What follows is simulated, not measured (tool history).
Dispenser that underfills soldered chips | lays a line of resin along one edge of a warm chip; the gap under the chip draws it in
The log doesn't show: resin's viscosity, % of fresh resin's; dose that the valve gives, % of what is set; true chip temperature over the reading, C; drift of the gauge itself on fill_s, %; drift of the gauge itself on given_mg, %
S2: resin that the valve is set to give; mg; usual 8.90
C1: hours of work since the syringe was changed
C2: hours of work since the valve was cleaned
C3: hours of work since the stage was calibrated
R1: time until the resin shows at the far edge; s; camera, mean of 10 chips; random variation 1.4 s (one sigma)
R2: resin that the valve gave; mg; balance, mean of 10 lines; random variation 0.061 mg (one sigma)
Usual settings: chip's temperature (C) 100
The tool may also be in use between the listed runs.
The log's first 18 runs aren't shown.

Run 19, day 2.771: usual settings but chip's temperature (C) 98, S2 11.38 mg; C1 7; C2 99; C3 94. Result: R1 203.3 s, R2 10.55 mg.
At day 2.838: new syringe of resin.
Run 20, day 2.962: usual settings but chip's temperature (C) 101, S2 10.46 mg; C1 2; C2 101; C3 97. Result: R1 138.5 s, R2 9.64 mg.
Run 21, day 3.075: usual settings but chip's temperature (C) 101, S2 10.46 mg; C1 4; C2 103; C3 98. Result: R1 149.2 s, R2 9.56 mg.
Run 22, day 3.267: usual settings but chip's temperature (C) 101, S2 10.46 mg; C1 6; C2 106; C3 101. Result: R1 169.8 s, R2 9.63 mg.
At day 3.350: new syringe of resin.
Run 23, day 3.379: usual settings but chip's temperature (C) 111, S2 8.14 mg; C1 0; C2 107; C3 103. Result: R1 88.3 s, R2 7.39 mg.
Run 24, day 3.575: usual settings but chip's temperature (C) 107; C1 3; C2 110; C3 106. Result: R1 115.7 s, R2 8.08 mg.
Run 25, day 3.696: usual settings but chip's temperature (C) 107; C1 5; C2 112; C3 108. Result: R1 126.4 s, R2 8.20 mg.
Run 26, day 3.821: usual settings but chip's temperature (C) 104, S2 11.53 mg; C1 7; C2 114; C3 109. Result: R1 155.3 s, R2 10.43 mg.
At day 3.862: new syringe of resin.
At day 3.921: dispensing valve cleaned and set on the balance.
Run 27, day 4.008: usual settings but chip's temperature (C) 110, S2 11.53 mg; C1 2; C2 1; C3 111. Result: R1 91.1 s, R2 11.55 mg.
Run 28, day 4.133: usual settings but chip's temperature (C) 93, S2 9.53 mg; C1 3; C2 3; C3 113. Result: R1 216.9 s, R2 9.57 mg.
Run 29, day 4.317: usual settings but chip's temperature (C) 93; C1 6; C2 6; C3 116. Result: R1 248.9 s, R2 8.85 mg.
At day 4.433: new syringe of resin.
Run 30, day 4.558: usual settings but chip's temperature (C) 93; C1 2; C2 9; C3 119. Result: R1 204.7 s, R2 8.84 mg.
Run 31, day 4.746: usual settings but chip's temperature (C) 93, S2 11.25 mg; C1 5; C2 12; C3 122. Result: R1 230.0 s, R2 11.22 mg.
At day 4.946: new syringe of resin.
Run 32, day 4.946: usual settings but S2 10.70 mg; C1 0; C2 15; C3 125. Result: R1 133.6 s, R2 10.52 mg.
Run 33, day 5.108: usual settings but chip's temperature (C) 109, S2 8.17 mg; C1 2; C2 17; C3 127. Result: R1 104.1 s, R2 8.04 mg.
Run 34, day 5.317: usual settings but chip's temperature (C) 103, S2 11.40 mg; C1 6; C2 21; C3 131. Result: R1 148.2 s, R2 11.27 mg.
At day 5.475: new syringe of resin.
Run 35, day 5.504: usual settings but S2 8.46 mg; C1 0; C2 23; C3 133. Result: R1 140.3 s, R2 8.29 mg.

Forecast each of these 5 alternatives for the next run:
Run A, day 5.688: usual settings but chip's temperature (C) 114, S2 9.53 mg; C1 3; C2 26; C3 136. Result: R1 ?, R2 ?.
Run B, day 5.688: usual settings but chip's temperature (C) 107, S2 8.46 mg; C1 3; C2 26; C3 136. Result: R1 ?, R2 ?.
Run C, day 5.688: usual settings but chip's temperature (C) 98, S2 8.80 mg; C1 3; C2 26; C3 136. Result: R1 ?, R2 ?.
Run D, day 5.688: usual settings but S2 11.31 mg; C1 3; C2 26; C3 136. Result: R1 ?, R2 ?.
Run E, day 5.688: usual settings but chip's temperature (C) 99; C1 3; C2 26; C3 136. Result: R1 ?, R2 ?.

run     R1     R2
  A   81.2   9.24
  B  116.9   8.29
  C  170.2   8.58
  D  152.7  11.09
  E  162.6   8.67
Without the tool's hidden state the same runs would have given:
run     R1     R2
  A   73.2   9.44
  B  105.5   8.47
  C  154.1   8.77
  D  138.5  11.33
  E  147.2   8.86

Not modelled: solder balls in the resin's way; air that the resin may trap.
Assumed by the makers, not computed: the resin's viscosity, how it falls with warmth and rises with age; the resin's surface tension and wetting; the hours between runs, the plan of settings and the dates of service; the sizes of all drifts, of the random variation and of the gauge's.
